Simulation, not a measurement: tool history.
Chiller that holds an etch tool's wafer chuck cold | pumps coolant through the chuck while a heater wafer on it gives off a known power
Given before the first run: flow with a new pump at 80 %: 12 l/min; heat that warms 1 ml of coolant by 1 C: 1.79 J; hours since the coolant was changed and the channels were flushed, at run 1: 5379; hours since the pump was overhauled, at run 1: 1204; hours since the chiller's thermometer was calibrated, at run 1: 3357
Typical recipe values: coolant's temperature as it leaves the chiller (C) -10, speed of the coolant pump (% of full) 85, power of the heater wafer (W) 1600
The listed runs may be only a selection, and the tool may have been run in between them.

run,hour,coolant's temperature as it leaves the chiller (C),speed of the coolant pump (% of full),power of the heater wafer (W),hours since the coolant was changed and the channels were flushed,hours since the pump was overhauled,hours since the chiller's thermometer was calibrated,chuck's temperature once it has settled (C),how much warmer the coolant comes back (C)
1,0,-10,85,1600,5379,1204,3357,-0.1,4.36
2,51,-11,85,1600,5430,1255,3408,-0.99,4.33
3,90.9,-11,85,1600,5470,1295,3448,-1,4.34
4,112.5,-11,85,1600,5491,1316,3470,-1,4.28
5,139.6,-11,85,1600,5518,1343,3497,-1.05,4.32
# hour 144: chiller's thermometer calibrated
6,178.6,-11,85,1600,5556,1381,35,-1.17,4.3
7,223.8,-11,85,1600,5601,1427,80,-1.31,4.3
8,245.2,-10,65,1600,5623,1448,101,1.96,5.63
9,278.3,-10,65,1600,5656,1481,134,2.09,5.6
# hour 307.5: chiller's thermometer calibrated, once more
10,308.7,-10,86,1020,5685,1511,1,-3.26,2.73
11,330,-10,86,1020,5707,1532,23,-3.18,2.76
12,382.2,-11,79,2344,5759,1584,75,5.1,6.79
13,434.5,-11,79,2344,5811,1636,127,5.29,6.83
14,472,-11,79,2344,5849,1674,164,5.18,6.83
15,512.7,-2,61,857,5889,1715,205,5.12,3.21
16,550.1,-2,85,857,5927,1752,243,3.81,2.38
17,571.8,-2,85,857,5948,1774,264,3.81,2.33

Alternative continuations, all from the tool just after run 17; predict every row:
A,597.5,-10,84,874,5974,1799,290,?,?
B,597.5,-2,85,1168,5974,1799,290,?,?
C,597.5,-10,85,859,5974,1799,290,?,?
D,597.5,-9,62,1600,5974,1799,290,?,?

run,chuck's temperature once it has settled (C),how much warmer the coolant comes back (C)
A,-4.21,2.4
B,5.7,3.2
C,-4.39,2.34
D,4.17,5.86
The same runs, with their run-to-run variation unchanged, on a tool lacking any hidden condition would have given:
run,chuck's temperature once it has settled (C),how much warmer the coolant comes back (C)
A,-4.71,2.33
B,5.06,3.11
C,-4.88,2.28
D,3.13,5.7

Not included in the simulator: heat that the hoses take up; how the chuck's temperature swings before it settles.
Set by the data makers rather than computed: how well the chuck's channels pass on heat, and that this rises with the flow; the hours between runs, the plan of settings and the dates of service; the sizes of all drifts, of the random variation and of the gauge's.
